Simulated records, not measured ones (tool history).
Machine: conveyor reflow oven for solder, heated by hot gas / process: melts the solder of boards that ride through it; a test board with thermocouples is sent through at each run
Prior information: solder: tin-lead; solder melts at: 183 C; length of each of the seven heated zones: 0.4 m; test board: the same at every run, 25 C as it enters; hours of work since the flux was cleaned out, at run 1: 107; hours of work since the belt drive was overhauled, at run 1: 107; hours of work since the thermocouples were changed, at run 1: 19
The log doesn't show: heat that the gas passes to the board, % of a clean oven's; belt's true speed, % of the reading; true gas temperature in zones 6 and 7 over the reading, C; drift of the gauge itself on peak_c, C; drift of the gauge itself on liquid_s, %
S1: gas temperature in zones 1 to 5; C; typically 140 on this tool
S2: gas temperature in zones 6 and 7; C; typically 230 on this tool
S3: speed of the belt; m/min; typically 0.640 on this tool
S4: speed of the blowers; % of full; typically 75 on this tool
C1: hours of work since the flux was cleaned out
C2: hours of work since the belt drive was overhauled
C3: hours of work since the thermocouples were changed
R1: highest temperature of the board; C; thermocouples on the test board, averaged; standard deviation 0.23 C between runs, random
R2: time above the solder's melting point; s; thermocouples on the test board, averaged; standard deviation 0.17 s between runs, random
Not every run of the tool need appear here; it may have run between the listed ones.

run 1 hour=0.0 | S1=140 S2=230 S3=0.640 S4=75 | C1=107 C2=107 C3=19 | R1=215.5 R2=55.9
run 2 hour=44.2 | S1=140 S2=230 S3=0.640 S4=75 | C1=131 C2=131 C3=43 | R1=215.4 R2=56.1
run 3 hour=93.6 | S1=140 S2=230 S3=0.643 S4=75 | C1=159 C2=159 C3=71 | R1=215.5 R2=55.5
run 4 hour=137.6 | S1=154 S2=230 S3=0.640 S4=75 | C1=184 C2=184 C3=96 | R1=217.6 R2=63.1
run 5 hour=198.2 | S1=137 S2=230 S3=0.640 S4=75 | C1=218 C2=218 C3=130 | R1=214.8 R2=54.2
-- hour=216.8 flux residue cleaned out of gas plates and filters
run 6 hour=247.6 | S1=140 S2=230 S3=0.640 S4=75 | C1=17 C2=243 C3=155 | R1=214.8 R2=55.4
run 7 hour=284.0 | S1=140 S2=230 S3=0.640 S4=75 | C1=38 C2=263 C3=175 | R1=214.3 R2=55.4
run 8 hour=347.0 | S1=140 S2=230 S3=0.640 S4=75 | C1=73 C2=299 C3=211 | R1=214.8 R2=54.8
-- hour=392.9 flux residue cleaned out of gas plates and filters, once more
run 9 hour=398.0 | S1=129 S2=230 S3=0.640 S4=75 | C1=3 C2=325 C3=237 | R1=214.2 R2=51.3
run 10 hour=451.7 | S1=140 S2=230 S3=0.701 S4=75 | C1=33 C2=355 C3=267 | R1=213.0 R2=49.1
run 11 hour=504.7 | S1=140 S2=230 S3=0.701 S4=75 | C1=63 C2=385 C3=297 | R1=213.2 R2=49.2
run 12 hour=536.1 | S1=140 S2=230 S3=0.701 S4=75 | C1=80 C2=402 C3=314 | R1=213.2 R2=48.9
run 13 hour=591.0 | S1=148 S2=238 S3=0.627 S4=77 | C1=111 C2=433 C3=345 | R1=224.9 R2=66.8
run 14 hour=650.1 | S1=140 S2=224 S3=0.670 S4=66 | C1=145 C2=466 C3=378 | R1=207.8 R2=46.3
run 15 hour=703.4 | S1=140 S2=224 S3=0.670 S4=66 | C1=174 C2=496 C3=408 | R1=207.8 R2=46.2
run 16 hour=731.4 | S1=140 S2=222 S3=0.640 S4=61 | C1=190 C2=512 C3=424 | R1=206.4 R2=47.2
run 17 hour=760.0 | S1=140 S2=222 S3=0.640 S4=61 | C1=206 C2=528 C3=440 | R1=206.2 R2=47.1
-- hour=799.0 flux residue cleaned out of gas plates and filters
run 18 hour=800.6 | S1=140 S2=234 S3=0.614 S4=78 | C1=1 C2=548 C3=460 | R1=220.7 R2=63.3
run 19 hour=862.1 | S1=150 S2=227 S3=0.640 S4=75 | C1=35 C2=583 C3=495 | R1=215.0 R2=59.7
run 20 hour=910.2 | S1=140 S2=237 S3=0.640 S4=75 | C1=62 C2=610 C3=522 | R1=221.7 R2=60.6
run 21 hour=940.1 | S1=140 S2=235 S3=0.640 S4=75 | C1=79 C2=626 C3=539 | R1=220.0 R2=59.6

Here are 3 independent what-if runs from the current tool condition. What would each one return?
run A hour=1006.2 | S1=125 S2=235 S3=0.640 S4=75 | C1=116 C2=664 C3=576 | R1=? R2=?
run B hour=1006.2 | S1=140 S2=244 S3=0.526 S4=59 | C1=116 C2=664 C3=576 | R1=? R2=?
run C hour=1006.2 | S1=145 S2=235 S3=0.759 S4=75 | C1=116 C2=664 C3=576 | R1=? R2=?

run=A R1=217.4 R2=52.7
run=B R1=230.8 R2=80.4
run=C R1=215.2 R2=48.1
Without the tool's hidden state the same runs would have given:
run=A R1=218.1 R2=52.7
run=B R1=231.4 R2=79.9
run=C R1=215.8 R2=48.1
